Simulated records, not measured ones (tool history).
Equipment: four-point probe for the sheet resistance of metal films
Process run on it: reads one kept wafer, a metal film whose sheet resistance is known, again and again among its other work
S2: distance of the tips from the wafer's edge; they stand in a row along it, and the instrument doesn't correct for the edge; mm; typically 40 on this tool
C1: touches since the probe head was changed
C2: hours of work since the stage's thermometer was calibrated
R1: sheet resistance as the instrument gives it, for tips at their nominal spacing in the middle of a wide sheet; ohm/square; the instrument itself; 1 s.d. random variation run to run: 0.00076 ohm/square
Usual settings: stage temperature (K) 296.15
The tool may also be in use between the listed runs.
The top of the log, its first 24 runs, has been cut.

run 25 day=38.417 | stage_temperature_(K)=304.15 S2=11 | C1=175777 C2=1394 | R1=3.785392
run 26 day=39.654 | stage_temperature_(K)=296.15 S2=54 | C1=177467 C2=1415 | R1=3.820614
run 27 day=41.600 | stage_temperature_(K)=306.15 S2=8 | C1=180135 C2=1447 | R1=3.781324
run 28 day=43.142 | stage_temperature_(K)=299.15 S2=53 | C1=182241 C2=1472 | R1=3.805930
run 29 day=45.112 | stage_temperature_(K)=304.15 S2=15 | C1=184939 C2=1505 | R1=3.784585
run 30 day=46.996 | stage_temperature_(K)=304.15 S2=15 | C1=187520 C2=1537 | R1=3.784703
run 31 day=48.625 | stage_temperature_(K)=298.15 S2=19 | C1=189751 C2=1564 | R1=3.812216
run 32 day=51.025 | stage_temperature_(K)=300.15 S2=20 | C1=193038 C2=1604 | R1=3.801553
run 33 day=52.475 | stage_temperature_(K)=294.15 S2=40 | C1=195022 C2=1628 | R1=3.830377
run 34 day=54.858 | stage_temperature_(K)=292.15 S2=21 | C1=198284 C2=1667 | R1=3.840256
run 35 day=56.717 | stage_temperature_(K)=295.15 S2=4 | C1=200829 C2=1698 | R1=3.856793
run 36 day=58.308 | stage_temperature_(K)=296.15 S2=6 | C1=203007 C2=1725 | R1=3.835479
run 37 day=59.875 | stage_temperature_(K)=302.15 S2=5 | C1=205154 C2=1751 | R1=3.809738
run 38 day=60.871 | stage_temperature_(K)=301.15 S2=39 | C1=206516 C2=1767 | R1=3.795236
run 39 day=62.650 | stage_temperature_(K)=305.15 S2=14 | C1=208952 C2=1797 | R1=3.782059
run 40 day=64.721 | stage_temperature_(K)=304.15 S2=24 | C1=211785 C2=1831 | R1=3.782389
-- day=65.754 stage's thermometer calibrated
run 41 day=66.021 | stage_temperature_(K)=304.15 S2=24 | C1=213537 C2=4 | R1=3.782618
run 42 day=67.988 | stage_temperature_(K)=304.15 S2=24 | C1=216231 C2=37 | R1=3.784034
run 43 day=70.242 | stage_temperature_(K)=304.15 S2=24 | C1=219317 C2=75 | R1=3.784510
run 44 day=72.412 | stage_temperature_(K)=306.15 S2=24 | C1=222285 C2=111 | R1=3.774791

Predict each of these 5 candidate next runs independently; none follows another, all start after run 44:
run A day=73.850 | stage_temperature_(K)=298.15 S2=3 | C1=224254 C2=135 | R1=?
run B day=73.850 | stage_temperature_(K)=304.15 S2=8 | C1=224254 C2=135 | R1=?
run C day=73.850 | stage_temperature_(K)=294.15 S2=16 | C1=224254 C2=135 | R1=?
run D day=73.850 | stage_temperature_(K)=305.15 S2=10 | C1=224254 C2=135 | R1=?
run E day=73.850 | stage_temperature_(K)=296.15 S2=73 | C1=224254 C2=135 | R1=?

run=A R1=3.866686
run=B R1=3.789306
run=C R1=3.831951
run=D R1=3.782969
run=E R1=3.821073
With the hidden condition removed and each run's random variation left untouched, the same runs would have given:
run=A R1=3.867137
run=B R1=3.789748
run=C R1=3.832399
run=D R1=3.783411
run=E R1=3.821520

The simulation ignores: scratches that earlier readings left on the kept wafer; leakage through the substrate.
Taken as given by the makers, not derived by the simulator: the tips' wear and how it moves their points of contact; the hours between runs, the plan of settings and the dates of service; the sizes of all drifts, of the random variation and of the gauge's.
